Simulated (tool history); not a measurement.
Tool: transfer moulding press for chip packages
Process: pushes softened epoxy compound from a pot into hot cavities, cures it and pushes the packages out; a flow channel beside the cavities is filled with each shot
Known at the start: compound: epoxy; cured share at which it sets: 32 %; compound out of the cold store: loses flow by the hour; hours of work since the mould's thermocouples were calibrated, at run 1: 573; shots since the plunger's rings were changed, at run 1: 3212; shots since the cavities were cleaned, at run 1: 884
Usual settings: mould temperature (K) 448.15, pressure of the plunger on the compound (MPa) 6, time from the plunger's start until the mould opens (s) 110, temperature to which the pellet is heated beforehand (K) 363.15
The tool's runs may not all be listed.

| run | hour | mould temperature (K) | pressure of the plunger on the compound (MPa) | time from the plunger's start until the mould opens (s) | temperature to which the pellet is heated beforehand (K) | hours of work since the mould's thermocouples were calibrated | shots since the plunger's rings were changed | shots since the cavities were cleaned | incoming compound's hours out of the cold store | length that the compound runs in the flow channel (mm) | greatest force on the pins that push the packages out (N) |
|---|---|---|---|---|---|---|---|---|---|---|---|
| 1 | 0 | 448.15 | 6 | 110 | 363.15 | 573 | 3212 | 884 | 36.1 | 611 | 551 |
|  | 25.9 | cavities cleaned with cleaning compound and waxed |
|  | 50.4 | mould's thermocouples calibrated |
| 2 | 56.8 | 448.15 | 6 | 110 | 363.15 | 5 | 3847 | 345 | 30.3 | 620 | 451 |
| 3 | 111.4 | 448.15 | 6 | 110 | 363.15 | 46 | 4497 | 995 | 24.7 | 633 | 557 |
|  | 127.1 | cavities cleaned with cleaning compound and waxed |
|  | 143 | plunger's sealing rings changed |
| 4 | 157.3 | 448.15 | 6 | 110 | 363.15 | 78 | 170 | 330 | 41.6 | 628 | 432 |
| 5 | 219 | 448.15 | 6 | 110 | 363.15 | 124 | 904 | 1064 | 19.4 | 697 | 582 |
|  | 232.1 | cavities cleaned with cleaning compound and waxed |
| 6 | 255 | 448.15 | 6 | 110 | 357.15 | 151 | 1316 | 274 | 19.2 | 680 | 433 |
| 7 | 313.4 | 448.15 | 6 | 110 | 362.15 | 195 | 2010 | 968 | 12.5 | 707 | 592 |
|  | 334.4 | cavities cleaned with cleaning compound and waxed |
| 8 | 353.5 | 448.15 | 6 | 110 | 362.15 | 224 | 2470 | 227 | 14.7 | 687 | 403 |
| 9 | 388.3 | 448.15 | 6 | 110 | 362.15 | 250 | 2884 | 641 | 38.7 | 613 | 487 |
| 10 | 422.8 | 448.15 | 5.12 | 110 | 363.15 | 276 | 3295 | 1052 | 16.7 | 617 | 565 |
|  | 433.7 | cavities cleaned with cleaning compound and waxed |
| 11 | 491.8 | 448.15 | 4.52 | 110 | 363.15 | 327 | 4099 | 692 | 34.1 | 522 | 498 |
|  | 537.9 | cavities cleaned with cleaning compound and waxed |
|  | 557.3 | plunger's sealing rings changed |
| 12 | 567.3 | 448.15 | 4.52 | 110 | 363.15 | 381 | 119 | 319 | 9.2 | 648 | 446 |
| 13 | 634.9 | 448.15 | 6 | 110 | 363.15 | 432 | 925 | 1125 | 13.5 | 713 | 561 |
|  | 642.5 | cavities cleaned with cleaning compound and waxed |
| 14 | 668.9 | 447.15 | 5.22 | 98 | 364.15 | 457 | 1311 | 314 | 43.3 | 565 | 486 |
| 15 | 733.7 | 450.15 | 5.74 | 110 | 361.15 | 506 | 2083 | 1086 | 21.5 | 649 | 535 |
|  | 744.5 | cavities cleaned with cleaning compound and waxed |
| 16 | 800.3 | 449.15 | 4.78 | 128 | 356.15 | 555 | 2858 | 664 | 27.6 | 569 | 440 |
| 17 | 831.9 | 448.15 | 4.5 | 128 | 365.15 | 579 | 3234 | 1040 | 42.7 | 510 | 514 |
|  | 844.7 | cavities cleaned with cleaning compound and waxed |
|  | 871.6 | mould's thermocouples calibrated |
| 18 | 908.1 | 450.15 | 6 | 110 | 360.15 | 28 | 4100 | 731 | 33.4 | 604 | 485 |
|  | 947.5 | cavities cleaned with cleaning compound and waxed |
| 19 | 960.1 | 450.15 | 6 | 110 | 360.15 | 66 | 4701 | 150 | 43.6 | 572 | 361 |
|  | 971 | plunger's sealing rings changed |
| 20 | 1001.8 | 450.15 | 6 | 110 | 360.15 | 95 | 367 | 617 | 12.8 | 718 | 487 |
|  | 1051.6 | cavities cleaned with cleaning compound and waxed |
| 21 | 1051.6 | 445.15 | 5.05 | 110 | 363.15 | 132 | 942 | 0 | 34.3 | 594 | 347 |
| 22 | 1122.1 | 450.15 | 4.91 | 110 | 367.15 | 185 | 1781 | 839 | 38 | 553 | 511 |
|  | 1154 | cavities cleaned with cleaning compound and waxed |
| 23 | 1170.5 | 450.15 | 4.91 | 110 | 367.15 | 221 | 2339 | 197 | 42.3 | 540 | 348 |

Run 24 comes next. What will it give?
| 24 | 1222.9 | 450.15 | 5.48 | 130 | 367.15 | 260 | 2963 | 821 | 25.6 | ? | ? |

Run 24 gave length that the compound runs in the flow channel (mm) 613, greatest force on the pins that push the packages out (N) 478.
Without the tool's hidden state the same run would have given length that the compound runs in the flow channel (mm) 648, greatest force on the pins that push the packages out (N) 267.
